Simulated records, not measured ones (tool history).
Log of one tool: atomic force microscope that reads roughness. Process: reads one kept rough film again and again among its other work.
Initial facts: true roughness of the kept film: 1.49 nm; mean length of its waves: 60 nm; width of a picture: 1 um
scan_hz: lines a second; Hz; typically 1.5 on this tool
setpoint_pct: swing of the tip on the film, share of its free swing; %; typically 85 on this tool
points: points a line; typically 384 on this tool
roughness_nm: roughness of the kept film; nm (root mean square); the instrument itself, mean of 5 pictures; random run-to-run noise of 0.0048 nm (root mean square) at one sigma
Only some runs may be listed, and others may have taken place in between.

run 1 hour=0 | scan_hz=1.5 setpoint_pct=85 points=384 | roughness_nm=1.394
run 2 hour=38.2 | scan_hz=1.5 setpoint_pct=85 points=384 | roughness_nm=1.403
run 3 hour=115.3 | scan_hz=0.68 setpoint_pct=85 points=384 | roughness_nm=1.438
run 4 hour=172.6 | scan_hz=2.53 setpoint_pct=85 points=384 | roughness_nm=1.347
run 5 hour=228.8 | scan_hz=2.53 setpoint_pct=85 points=384 | roughness_nm=1.348
run 6 hour=268 | scan_hz=1.5 setpoint_pct=57 points=384 | roughness_nm=1.459
run 7 hour=305.2 | scan_hz=1.5 setpoint_pct=57 points=384 | roughness_nm=1.452
run 8 hour=346.4 | scan_hz=1.5 setpoint_pct=57 points=384 | roughness_nm=1.461
-- hour=373.5 new tip fitted
run 9 hour=422.3 | scan_hz=1.5 setpoint_pct=57 points=384 | roughness_nm=1.453
run 10 hour=480.3 | scan_hz=1.5 setpoint_pct=85 points=384 | roughness_nm=1.395
run 11 hour=540.2 | scan_hz=1.5 setpoint_pct=85 points=384 | roughness_nm=1.402
run 12 hour=597.6 | scan_hz=1.5 setpoint_pct=85 points=384 | roughness_nm=1.395
run 13 hour=633.2 | scan_hz=1.5 setpoint_pct=85 points=384 | roughness_nm=1.404
run 14 hour=682.8 | scan_hz=1.5 setpoint_pct=85 points=384 | roughness_nm=1.394
run 15 hour=736.2 | scan_hz=1.5 setpoint_pct=58 points=384 | roughness_nm=1.447
run 16 hour=801.4 | scan_hz=0.5 setpoint_pct=85 points=384 | roughness_nm=1.444
-- hour=832.3 new tip fitted
run 17 hour=838.9 | scan_hz=1.5 setpoint_pct=68 points=384 | roughness_nm=1.429
run 18 hour=902.4 | scan_hz=1.5 setpoint_pct=68 points=384 | roughness_nm=1.441
run 19 hour=946.5 | scan_hz=1.5 setpoint_pct=85 points=351 | roughness_nm=1.389
run 20 hour=1012.3 | scan_hz=1.5 setpoint_pct=85 points=351 | roughness_nm=1.388
run 21 hour=1057.9 | scan_hz=1.5 setpoint_pct=85 points=384 | roughness_nm=1.396
run 22 hour=1127.1 | scan_hz=1.5 setpoint_pct=81 points=384 | roughness_nm=1.409
run 23 hour=1159.9 | scan_hz=1.5 setpoint_pct=81 points=384 | roughness_nm=1.406
run 24 hour=1209.8 | scan_hz=1.5 setpoint_pct=81 points=384 | roughness_nm=1.408
run 25 hour=1267.9 | scan_hz=1.5 setpoint_pct=81 points=384 | roughness_nm=1.407
-- hour=1288.9 new tip fitted
run 26 hour=1339.4 | scan_hz=1.5 setpoint_pct=81 points=384 | roughness_nm=1.399
run 27 hour=1400.1 | scan_hz=1.5 setpoint_pct=81 points=384 | roughness_nm=1.401
run 28 hour=1461.3 | scan_hz=0.64 setpoint_pct=61 points=384 | roughness_nm=1.462
run 29 hour=1529.6 | scan_hz=1.07 setpoint_pct=64 points=534 | roughness_nm=1.452
run 30 hour=1584.6 | scan_hz=1.5 setpoint_pct=68 points=299 | roughness_nm=1.438
run 31 hour=1635 | scan_hz=1.5 setpoint_pct=68 points=295 | roughness_nm=1.436
run 32 hour=1676 | scan_hz=0.65 setpoint_pct=59 points=754 | roughness_nm=1.461
run 33 hour=1741.5 | scan_hz=0.65 setpoint_pct=59 points=754 | roughness_nm=1.47
-- hour=1746.7 new tip fitted
run 34 hour=1818.2 | scan_hz=0.65 setpoint_pct=59 points=754 | roughness_nm=1.46
run 35 hour=1855.5 | scan_hz=0.65 setpoint_pct=59 points=754 | roughness_nm=1.461
run 36 hour=1920.8 | scan_hz=0.65 setpoint_pct=59 points=754 | roughness_nm=1.461
run 37 hour=1963.3 | scan_hz=0.57 setpoint_pct=66 points=384 | roughness_nm=1.46
run 38 hour=2014 | scan_hz=2.71 setpoint_pct=66 points=384 | roughness_nm=1.418
run 39 hour=2066.1 | scan_hz=1.5 setpoint_pct=87 points=382 | roughness_nm=1.385
-- hour=2118.7 height scale calibrated on a step standard
run 40 hour=2138 | scan_hz=1.5 setpoint_pct=87 points=675 | roughness_nm=1.383
-- hour=2206 new tip fitted
run 41 hour=2206 | scan_hz=1.39 setpoint_pct=55 points=263 | roughness_nm=1.461

The next listed run, before its measurement:
run 42 hour=2256.5 | scan_hz=1.39 setpoint_pct=55 points=323 | roughness_nm=?

roughness_nm: 1.465 nm (root mean square)
If the tool had no hidden condition, the same run with the same run-to-run variation would have returned roughness_nm 1.466 nm (root mean square).

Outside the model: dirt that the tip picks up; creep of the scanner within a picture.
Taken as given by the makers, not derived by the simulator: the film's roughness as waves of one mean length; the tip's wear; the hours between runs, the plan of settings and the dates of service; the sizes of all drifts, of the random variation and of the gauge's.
